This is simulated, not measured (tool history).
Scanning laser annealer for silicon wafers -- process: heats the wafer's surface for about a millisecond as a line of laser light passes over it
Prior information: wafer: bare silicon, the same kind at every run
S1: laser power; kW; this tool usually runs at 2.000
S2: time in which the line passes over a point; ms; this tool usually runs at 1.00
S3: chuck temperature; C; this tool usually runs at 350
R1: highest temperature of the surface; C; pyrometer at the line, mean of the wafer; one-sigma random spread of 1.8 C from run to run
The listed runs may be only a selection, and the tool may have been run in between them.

run 1 hour=0.0 | S1=2.000 S2=1.00 S3=350 | R1=1068
run 2 hour=22.3 | S1=2.000 S2=1.00 S3=350 | R1=1071
run 3 hour=39.7 | S1=2.000 S2=1.00 S3=350 | R1=1068
run 4 hour=66.2 | S1=2.000 S2=1.00 S3=350 | R1=1066
run 5 hour=96.8 | S1=2.000 S2=1.00 S3=350 | R1=1067
run 6 hour=127.4 | S1=2.061 S2=1.00 S3=350 | R1=1097
run 7 hour=143.1 | S1=2.000 S2=1.00 S3=350 | R1=1068
run 8 hour=173.8 | S1=2.000 S2=1.19 S3=350 | R1=1140
run 9 hour=192.9 | S1=2.000 S2=1.19 S3=350 | R1=1145
run 10 hour=222.5 | S1=2.000 S2=1.00 S3=350 | R1=1068
run 11 hour=237.3 | S1=2.134 S2=1.00 S3=350 | R1=1132
run 12 hour=252.4 | S1=2.166 S2=1.00 S3=350 | R1=1150
run 13 hour=279.4 | S1=1.990 S2=1.04 S3=350 | R1=1076
run 14 hour=291.9 | S1=1.976 S2=0.76 S3=353 | R1=962
run 15 hour=320.0 | S1=1.976 S2=0.76 S3=353 | R1=959
run 16 hour=338.6 | S1=1.774 S2=1.00 S3=321 | R1=940
run 17 hour=362.7 | S1=1.774 S2=1.00 S3=321 | R1=938
run 18 hour=384.9 | S1=1.871 S2=0.80 S3=346 | R1=926
run 19 hour=411.4 | S1=2.000 S2=0.96 S3=357 | R1=1064
run 20 hour=426.9 | S1=1.985 S2=0.79 S3=357 | R1=982
run 21 hour=448.0 | S1=1.789 S2=0.72 S3=362 | R1=879

Here are 4 independent what-if runs from the current tool condition. What would each one return?
run A hour=471.7 | S1=1.849 S2=1.00 S3=365 | R1=?
run B hour=471.7 | S1=2.000 S2=1.02 S3=353 | R1=?
run C hour=471.7 | S1=2.009 S2=0.72 S3=362 | R1=?
run D hour=471.7 | S1=2.162 S2=1.04 S3=364 | R1=?

run=A R1=1014
run=B R1=1076
run=C R1=964
run=D R1=1174
Without the tool's unlogged condition, the same runs would have read:
run=A R1=1015
run=B R1=1077
run=C R1=965
run=D R1=1174

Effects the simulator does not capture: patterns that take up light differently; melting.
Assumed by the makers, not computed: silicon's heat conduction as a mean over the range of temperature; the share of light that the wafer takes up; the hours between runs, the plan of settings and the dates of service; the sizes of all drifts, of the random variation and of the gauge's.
